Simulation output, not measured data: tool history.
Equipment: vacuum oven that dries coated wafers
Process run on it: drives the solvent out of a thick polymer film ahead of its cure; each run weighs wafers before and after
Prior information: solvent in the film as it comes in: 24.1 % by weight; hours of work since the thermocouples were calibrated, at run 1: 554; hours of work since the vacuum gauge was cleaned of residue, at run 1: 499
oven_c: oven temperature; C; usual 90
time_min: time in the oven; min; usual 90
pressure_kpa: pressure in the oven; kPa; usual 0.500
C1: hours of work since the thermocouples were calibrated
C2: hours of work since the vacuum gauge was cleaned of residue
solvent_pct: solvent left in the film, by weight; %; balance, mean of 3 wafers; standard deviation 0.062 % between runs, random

{"run": 1, "hour": 0.0, "oven_c": 90, "time_min": 90, "pressure_kpa": 0.5, "C1": 554, "C2": 499, "solvent_pct": 4.33}
{"run": 2, "hour": 36.0, "oven_c": 90, "time_min": 90, "pressure_kpa": 0.5, "C1": 570, "C2": 515, "solvent_pct": 4.25}
{"run": 3, "hour": 54.7, "oven_c": 90, "time_min": 90, "pressure_kpa": 1.403, "C1": 579, "C2": 524, "solvent_pct": 4.97}
{"run": 4, "hour": 96.1, "oven_c": 90, "time_min": 90, "pressure_kpa": 1.403, "C1": 598, "C2": 543, "solvent_pct": 4.9}
{"run": 5, "hour": 115.3, "oven_c": 84, "time_min": 90, "pressure_kpa": 0.5, "C1": 606, "C2": 551, "solvent_pct": 7.02}
{"run": 6, "hour": 136.5, "oven_c": 84, "time_min": 90, "pressure_kpa": 0.5, "C1": 616, "C2": 561, "solvent_pct": 6.97}
{"run": 7, "hour": 158.7, "oven_c": 90, "time_min": 90, "pressure_kpa": 0.273, "C1": 626, "C2": 571, "solvent_pct": 4.3}
{"run": 8, "hour": 178.4, "oven_c": 90, "time_min": 90, "pressure_kpa": 0.5, "C1": 635, "C2": 580, "solvent_pct": 4.44}
{"run": 9, "hour": 208.0, "oven_c": 90, "time_min": 90, "pressure_kpa": 0.5, "C1": 649, "C2": 594, "solvent_pct": 4.36}
{"run": 10, "hour": 231.5, "oven_c": 105, "time_min": 90, "pressure_kpa": 0.5, "C1": 659, "C2": 604, "solvent_pct": 0.79}
{"run": 11, "hour": 273.8, "oven_c": 105, "time_min": 90, "pressure_kpa": 0.5, "C1": 679, "C2": 623, "solvent_pct": 0.78}
{"run": 12, "hour": 309.9, "oven_c": 105, "time_min": 90, "pressure_kpa": 0.5, "C1": 695, "C2": 640, "solvent_pct": 0.78}
{"run": 13, "hour": 342.9, "oven_c": 105, "time_min": 90, "pressure_kpa": 0.5, "C1": 710, "C2": 655, "solvent_pct": 0.83}
{"run": 14, "hour": 382.1, "oven_c": 105, "time_min": 90, "pressure_kpa": 0.5, "C1": 728, "C2": 673, "solvent_pct": 0.68}
{"run": 15, "hour": 415.2, "oven_c": 105, "time_min": 90, "pressure_kpa": 0.5, "C1": 743, "C2": 688, "solvent_pct": 0.72}
{"run": 16, "hour": 441.0, "oven_c": 105, "time_min": 90, "pressure_kpa": 0.5, "C1": 755, "C2": 700, "solvent_pct": 0.75}
{"run": 17, "hour": 463.2, "oven_c": 105, "time_min": 90, "pressure_kpa": 0.5, "C1": 765, "C2": 710, "solvent_pct": 0.79}
{"run": 18, "hour": 491.4, "oven_c": 90, "time_min": 87, "pressure_kpa": 0.282, "C1": 778, "C2": 722, "solvent_pct": 4.53}
{"run": 19, "hour": 519.9, "oven_c": 90, "time_min": 90, "pressure_kpa": 0.427, "C1": 791, "C2": 735, "solvent_pct": 4.53}
{"run": 20, "hour": 564.2, "oven_c": 95, "time_min": 49, "pressure_kpa": 0.937, "C1": 811, "C2": 756, "solvent_pct": 6.7}

The next listed run, before its measurement:
{"run": 21, "hour": 599.6, "oven_c": 101, "time_min": 92, "pressure_kpa": 0.303, "C1": 827, "C2": 772, "solvent_pct": "?"}

{"run 21": {"solvent_pct": 1.17}}
If the tool had no hidden condition, the same run with the same run-to-run variation would have returned solvent_pct 0.77 %.
